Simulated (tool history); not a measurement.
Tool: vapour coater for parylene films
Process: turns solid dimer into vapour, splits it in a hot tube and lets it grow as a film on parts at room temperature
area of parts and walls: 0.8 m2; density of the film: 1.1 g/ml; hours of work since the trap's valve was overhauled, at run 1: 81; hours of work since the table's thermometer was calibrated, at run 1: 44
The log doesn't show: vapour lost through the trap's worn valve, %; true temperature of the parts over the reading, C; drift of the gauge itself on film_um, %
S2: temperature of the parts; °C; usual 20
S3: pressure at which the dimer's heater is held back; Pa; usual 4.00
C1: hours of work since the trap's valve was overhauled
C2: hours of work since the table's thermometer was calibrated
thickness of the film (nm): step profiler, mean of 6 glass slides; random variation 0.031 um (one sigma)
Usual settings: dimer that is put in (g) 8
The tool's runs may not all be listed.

run 1 hour=0.0 | dimer_that_is_put_in_(g)=8 S2=20 S3=4.00 | C1=81 C2=44 | thickness_of_the_film_(nm)=5560
run 2 hour=13.5 | dimer_that_is_put_in_(g)=8 S2=20 S3=3.93 | C1=90 C2=53 | thickness_of_the_film_(nm)=5580
run 3 hour=27.9 | dimer_that_is_put_in_(g)=8 S2=20 S3=3.93 | C1=99 C2=62 | thickness_of_the_film_(nm)=5530
run 4 hour=42.1 | dimer_that_is_put_in_(g)=3 S2=20 S3=4.00 | C1=108 C2=71 | thickness_of_the_film_(nm)=2080
run 5 hour=53.1 | dimer_that_is_put_in_(g)=3 S2=20 S3=4.21 | C1=115 C2=78 | thickness_of_the_film_(nm)=2060
run 6 hour=70.0 | dimer_that_is_put_in_(g)=8 S2=20 S3=4.00 | C1=125 C2=88 | thickness_of_the_film_(nm)=5480
run 7 hour=87.6 | dimer_that_is_put_in_(g)=8 S2=20 S3=4.00 | C1=136 C2=99 | thickness_of_the_film_(nm)=5510
run 8 hour=109.3 | dimer_that_is_put_in_(g)=8 S2=20 S3=4.00 | C1=150 C2=113 | thickness_of_the_film_(nm)=5470
run 9 hour=128.0 | dimer_that_is_put_in_(g)=8 S2=20 S3=4.00 | C1=162 C2=125 | thickness_of_the_film_(nm)=5490
run 10 hour=148.6 | dimer_that_is_put_in_(g)=8 S2=13 S3=4.00 | C1=175 C2=138 | thickness_of_the_film_(nm)=6490
run 11 hour=159.7 | dimer_that_is_put_in_(g)=8 S2=13 S3=4.00 | C1=182 C2=145 | thickness_of_the_film_(nm)=6490
run 12 hour=173.6 | dimer_that_is_put_in_(g)=6 S2=13 S3=4.00 | C1=190 C2=153 | thickness_of_the_film_(nm)=4890
run 13 hour=184.6 | dimer_that_is_put_in_(g)=8 S2=27 S3=4.00 | C1=197 C2=160 | thickness_of_the_film_(nm)=4600
run 14 hour=199.1 | dimer_that_is_put_in_(g)=8 S2=20 S3=4.00 | C1=206 C2=169 | thickness_of_the_film_(nm)=5480
run 15 hour=219.3 | dimer_that_is_put_in_(g)=4 S2=20 S3=4.00 | C1=219 C2=182 | thickness_of_the_film_(nm)=2700
run 16 hour=235.2 | dimer_that_is_put_in_(g)=4 S2=20 S3=4.00 | C1=229 C2=192 | thickness_of_the_film_(nm)=2720
run 17 hour=244.6 | dimer_that_is_put_in_(g)=4 S2=17 S3=2.99 | C1=235 C2=198 | thickness_of_the_film_(nm)=2970
run 18 hour=255.6 | dimer_that_is_put_in_(g)=4 S2=17 S3=2.99 | C1=242 C2=205 | thickness_of_the_film_(nm)=2960
run 19 hour=274.3 | dimer_that_is_put_in_(g)=13 S2=19 S3=2.82 | C1=254 C2=217 | thickness_of_the_film_(nm)=9150
run 20 hour=294.1 | dimer_that_is_put_in_(g)=8 S2=20 S3=2.49 | C1=266 C2=229 | thickness_of_the_film_(nm)=5550
run 21 hour=315.2 | dimer_that_is_put_in_(g)=6 S2=20 S3=4.00 | C1=279 C2=242 | thickness_of_the_film_(nm)=4030
run 22 hour=325.4 | dimer_that_is_put_in_(g)=8 S2=20 S3=4.00 | C1=286 C2=249 | thickness_of_the_film_(nm)=5310
run 23 hour=334.8 | dimer_that_is_put_in_(g)=10 S2=15 S3=2.45 | C1=292 C2=255 | thickness_of_the_film_(nm)=7830
run 24 hour=350.7 | dimer_that_is_put_in_(g)=7 S2=24 S3=7.69 | C1=302 C2=265 | thickness_of_the_film_(nm)=4040
run 25 hour=367.1 | dimer_that_is_put_in_(g)=8 S2=20 S3=3.64 | C1=312 C2=275 | thickness_of_the_film_(nm)=5360
run 26 hour=379.9 | dimer_that_is_put_in_(g)=8 S2=20 S3=7.22 | C1=320 C2=283 | thickness_of_the_film_(nm)=5120
run 27 hour=401.9 | dimer_that_is_put_in_(g)=3 S2=20 S3=5.68 | C1=334 C2=297 | thickness_of_the_film_(nm)=1950
run 28 hour=418.0 | dimer_that_is_put_in_(g)=8 S2=16 S3=5.35 | C1=344 C2=307 | thickness_of_the_film_(nm)=5720
run 29 hour=433.2 | dimer_that_is_put_in_(g)=13 S2=20 S3=8.78 | C1=354 C2=317 | thickness_of_the_film_(nm)=8270
run 30 hour=442.2 | dimer_that_is_put_in_(g)=10 S2=32 S3=6.01 | C1=359 C2=322 | thickness_of_the_film_(nm)=4790
run 31 hour=460.2 | dimer_that_is_put_in_(g)=11 S2=24 S3=6.01 | C1=370 C2=334 | thickness_of_the_film_(nm)=6430
run 32 hour=480.7 | dimer_that_is_put_in_(g)=11 S2=24 S3=6.01 | C1=383 C2=346 | thickness_of_the_film_(nm)=6340

Forecast each of these 5 alternatives for the next run:
run A hour=495.2 | dimer_that_is_put_in_(g)=5 S2=24 S3=6.01 | C1=392 C2=356 | thickness_of_the_film_(nm)=?
run B hour=495.2 | dimer_that_is_put_in_(g)=8 S2=19 S3=4.00 | C1=392 C2=356 | thickness_of_the_film_(nm)=?
run C hour=495.2 | dimer_that_is_put_in_(g)=11 S2=13 S3=6.01 | C1=392 C2=356 | thickness_of_the_film_(nm)=?
run D hour=495.2 | dimer_that_is_put_in_(g)=8 S2=26 S3=11.74 | C1=392 C2=356 | thickness_of_the_film_(nm)=?
run E hour=495.2 | dimer_that_is_put_in_(g)=11 S2=26 S3=4.00 | C1=392 C2=356 | thickness_of_the_film_(nm)=?

run=A thickness_of_the_film_(nm)=2890
run=B thickness_of_the_film_(nm)=5370
run=C thickness_of_the_film_(nm)=8290
run=D thickness_of_the_film_(nm)=4250
run=E thickness_of_the_film_(nm)=6210
Without the tool's hidden state the same runs would have given:
run=A thickness_of_the_film_(nm)=3120
run=B thickness_of_the_film_(nm)=5800
run=C thickness_of_the_film_(nm)=8960
run=D thickness_of_the_film_(nm)=4590
run=E thickness_of_the_film_(nm)=6710

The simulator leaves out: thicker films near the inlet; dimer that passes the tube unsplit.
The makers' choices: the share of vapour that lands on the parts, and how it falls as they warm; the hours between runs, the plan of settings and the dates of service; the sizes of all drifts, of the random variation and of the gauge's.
